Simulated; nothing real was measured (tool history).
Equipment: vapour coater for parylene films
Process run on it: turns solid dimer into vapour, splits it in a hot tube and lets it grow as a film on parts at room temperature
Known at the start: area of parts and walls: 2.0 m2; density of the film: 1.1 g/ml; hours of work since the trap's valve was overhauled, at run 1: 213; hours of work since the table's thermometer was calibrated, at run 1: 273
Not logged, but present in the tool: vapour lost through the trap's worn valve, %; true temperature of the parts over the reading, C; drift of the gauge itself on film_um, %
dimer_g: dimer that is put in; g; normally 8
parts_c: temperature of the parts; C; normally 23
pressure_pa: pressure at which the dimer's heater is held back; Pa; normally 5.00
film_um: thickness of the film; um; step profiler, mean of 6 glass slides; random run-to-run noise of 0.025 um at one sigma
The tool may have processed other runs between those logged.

| run | hour | dimer_g | parts_c | pressure_pa | hours of work since the trap's valve was overhauled | hours of work since the table's thermometer was calibrated | film_um |
|---|---|---|---|---|---|---|---|
| 1 | 0.0 | 8 | 23 | 5.00 | 213 | 273 | 2.41 |
| 2 | 70.8 | 8 | 23 | 5.00 | 242 | 302 | 2.38 |
| 3 | 118.0 | 8 | 26 | 5.00 | 261 | 321 | 2.14 |
| 4 | 151.9 | 8 | 26 | 5.00 | 275 | 335 | 2.11 |
| 5 | 184.4 | 8 | 26 | 5.00 | 288 | 348 | 2.10 |
| 6 | 241.9 | 8 | 26 | 5.00 | 312 | 371 | 2.10 |
| 7 | 314.9 | 8 | 26 | 5.00 | 341 | 401 | 2.05 |
| 8 | 379.7 | 8 | 26 | 5.00 | 368 | 427 | 2.06 |
| 9 | 449.7 | 12 | 23 | 5.00 | 396 | 456 | 3.42 |
| 10 | 482.0 | 12 | 23 | 5.00 | 409 | 469 | 3.44 |
| 11 | 547.2 | 12 | 23 | 5.00 | 436 | 495 | 3.41 |
| 12 | 599.7 | 12 | 23 | 5.00 | 457 | 517 | 3.38 |
| 13 | 662.2 | 12 | 23 | 5.00 | 482 | 542 | 3.30 |
| 14 | 716.7 | 12 | 18 | 2.97 | 505 | 564 | 4.35 |
| 15 | 774.4 | 8 | 16 | 4.36 | 528 | 588 | 3.02 |
|  | 781.6 | trap's valve overhauled |
| 16 | 820.0 | 8 | 16 | 4.36 | 16 | 605 | 3.36 |
| 17 | 887.0 | 11 | 34 | 11.96 | 43 | 632 | 1.96 |
| 18 | 940.5 | 11 | 34 | 11.96 | 65 | 654 | 1.95 |
| 19 | 988.0 | 3 | 21 | 6.34 | 84 | 673 | 0.98 |
| 20 | 1056.2 | 3 | 21 | 11.82 | 112 | 701 | 0.91 |
| 21 | 1112.2 | 5 | 31 | 6.24 | 134 | 723 | 1.06 |
| 22 | 1162.1 | 8 | 31 | 2.33 | 155 | 744 | 1.93 |
| 23 | 1195.1 | 7 | 33 | 11.52 | 168 | 757 | 1.28 |
| 24 | 1235.5 | 13 | 35 | 3.95 | 185 | 773 | 2.48 |
| 25 | 1293.9 | 5 | 23 | 3.31 | 208 | 797 | 1.59 |

Pick out some run-to-run changes in film_um. Of each, how much would a tool without hidden state show as well, from the settings, what came in and chance, and how much is left for the hidden state and any gauge scatter not in both results compared?
Run 8 -> 9: dimer_g 8 -> 12, parts_c 26 -> 23. film_um +1.36 um: hidden state -0.19, all else +1.55.
Run 13 -> 14: parts_c 23 -> 18, pressure_pa 5.00 -> 2.97. film_um +1.05 um: hidden state -0.20, all else +1.25.
Run 15 -> 16: trap's valve overhauled. film_um +0.34 um: hidden state +0.42, all else -0.08.
Run 16 -> 17: dimer_g 8 -> 11, parts_c 16 -> 34, pressure_pa 4.36 -> 11.96. film_um -1.40 um: hidden state +0.02, all else -1.42.
